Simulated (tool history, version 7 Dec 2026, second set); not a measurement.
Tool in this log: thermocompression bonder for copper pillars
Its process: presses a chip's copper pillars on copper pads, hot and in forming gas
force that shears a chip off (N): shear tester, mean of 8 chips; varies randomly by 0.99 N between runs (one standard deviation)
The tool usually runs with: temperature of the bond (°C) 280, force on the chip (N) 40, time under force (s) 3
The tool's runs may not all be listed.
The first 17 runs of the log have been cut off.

run,day,temperature of the bond (°C),force on the chip (N),time under force (s),force that shears a chip off (N)
18,7.975,280,54,3,89.3
19,8.254,280,54,3,88.3
# day 8.333: forming gas filter changed
20,8.638,280,54,3,94.4
21,8.962,280,54,3,96.5
22,9.292,280,54,3,96.6
23,9.567,280,25,2,57.7
24,10.104,285,29,2,66.3
25,10.692,280,29,8,93.1
26,10.971,273,40,3,79.2
27,11.400,278,43,2,73.6
28,11.854,289,30,5,88.9
29,12.242,289,34,2,74.8
30,12.858,289,34,2,73.8
31,13.362,308,40,3,98.9
32,13.654,308,40,3,98.7
33,14.275,308,25,2,75.9
34,14.667,294,26,3,75.8
35,15.254,294,26,3,75.5
36,15.783,294,26,2,65.9
37,16.192,287,59,5,103.7
38,16.679,269,40,5,81.3
39,17.021,283,40,4,88.9
40,17.288,283,40,4,87.6

Branching from run 40: 4 alternative next runs. What would each branch give?
A,17.867,280,54,5,?
B,17.867,258,54,2,?
C,17.867,283,27,4,?
D,17.867,297,40,3,?

run,force that shears a chip off (N)
A,98.3
B,65.6
C,71.9
D,91.1
Stripped of hidden state, with their random variation kept, the same runs would have yielded:
run,force that shears a chip off (N)
A,104.5
B,70.8
C,77.2
D,97.1
